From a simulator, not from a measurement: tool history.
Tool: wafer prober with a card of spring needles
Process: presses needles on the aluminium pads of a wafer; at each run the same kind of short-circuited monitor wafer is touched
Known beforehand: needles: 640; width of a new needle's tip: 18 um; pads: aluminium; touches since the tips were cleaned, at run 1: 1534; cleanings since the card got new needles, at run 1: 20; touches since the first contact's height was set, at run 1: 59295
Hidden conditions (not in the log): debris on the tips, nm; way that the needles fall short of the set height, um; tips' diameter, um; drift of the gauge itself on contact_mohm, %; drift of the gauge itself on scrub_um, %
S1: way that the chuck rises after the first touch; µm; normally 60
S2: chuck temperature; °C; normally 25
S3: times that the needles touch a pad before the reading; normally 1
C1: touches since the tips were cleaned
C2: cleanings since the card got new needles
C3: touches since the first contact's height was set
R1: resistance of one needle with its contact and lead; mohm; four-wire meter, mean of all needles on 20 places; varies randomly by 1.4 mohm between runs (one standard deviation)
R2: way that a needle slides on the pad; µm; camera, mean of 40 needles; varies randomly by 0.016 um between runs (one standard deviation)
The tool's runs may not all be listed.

run,hour,S1,S2,S3,C1,C2,C3,R1,R2
1,0.0,60,25,1,1534,20,59295,167,15.88
# hour 24.4: tips cleaned on abrasive film
# hour 54.7: tips cleaned on abrasive film
2,60.6,76,25,1,2005,22,79803,154,20.17
# hour 84.1: tips cleaned on abrasive film
# hour 111.0: tips cleaned on abrasive film
3,125.0,76,25,1,4762,24,101625,174,20.08
# hour 137.3: tips cleaned on abrasive film
# hour 165.6: tips cleaned on abrasive film
4,169.9,60,25,1,1457,26,116783,165,15.78
# hour 191.4: tips cleaned on abrasive film
# hour 219.6: tips cleaned on abrasive film
5,234.8,60,25,1,5147,28,138759,200,15.73
# hour 241.2: height of the first contact set anew
# hour 247.3: tips cleaned on abrasive film
# hour 275.9: tips cleaned on abrasive film
# hour 304.4: tips cleaned on abrasive film
6,325.4,60,25,1,7146,31,28522,207,15.98
# hour 331.6: tips cleaned on abrasive film
# hour 361.4: tips cleaned on abrasive film
# hour 386.7: tips cleaned on abrasive film
7,386.7,60,25,1,0,34,49216,132,15.91
# hour 415.9: tips cleaned on abrasive film
# hour 443.4: tips cleaned on abrasive film
8,459.0,60,25,2,5295,36,73726,173,15.86
# hour 471.3: tips cleaned on abrasive film
# hour 497.2: tips cleaned on abrasive film
# hour 526.1: tips cleaned on abrasive film
9,531.3,60,25,2,1789,39,98171,152,15.77
# hour 555.2: tips cleaned on abrasive film
# hour 582.1: tips cleaned on abrasive film
10,587.4,60,25,2,1782,41,117146,159,15.74
# hour 608.6: tips cleaned on abrasive film
# hour 637.1: tips cleaned on abrasive film
# hour 656.8: height of the first contact set anew
# hour 663.0: tips cleaned on abrasive film
11,679.2,60,43,1,5508,44,7570,207,16.01
# hour 691.4: tips cleaned on abrasive film
# hour 721.2: tips cleaned on abrasive film
12,728.6,60,25,1,2486,46,24258,180,15.95
# hour 751.3: tips cleaned on abrasive film
13,775.0,60,25,1,8049,47,39983,215,15.92
# hour 781.1: tips cleaned on abrasive film
# hour 810.5: tips cleaned on abrasive film
14,816.4,60,25,1,2003,49,53982,172,15.90
# hour 839.0: tips cleaned on abrasive film
# hour 864.2: tips cleaned on abrasive film
# hour 893.4: tips cleaned on abrasive film
15,895.2,60,25,1,633,52,80656,157,15.83

What will run 16 give?
# hour 918.0: tips cleaned on abrasive film
# hour 947.2: tips cleaned on abrasive film
16,963.6,49,29,1,5537,54,103791,?,?

Run 16 gave R1 247 mohm, R2 12.86 µm.
Were there no unlogged condition in the tool, this run, its random variation unchanged, would have produced R1 130 mohm, R2 13.10 µm.
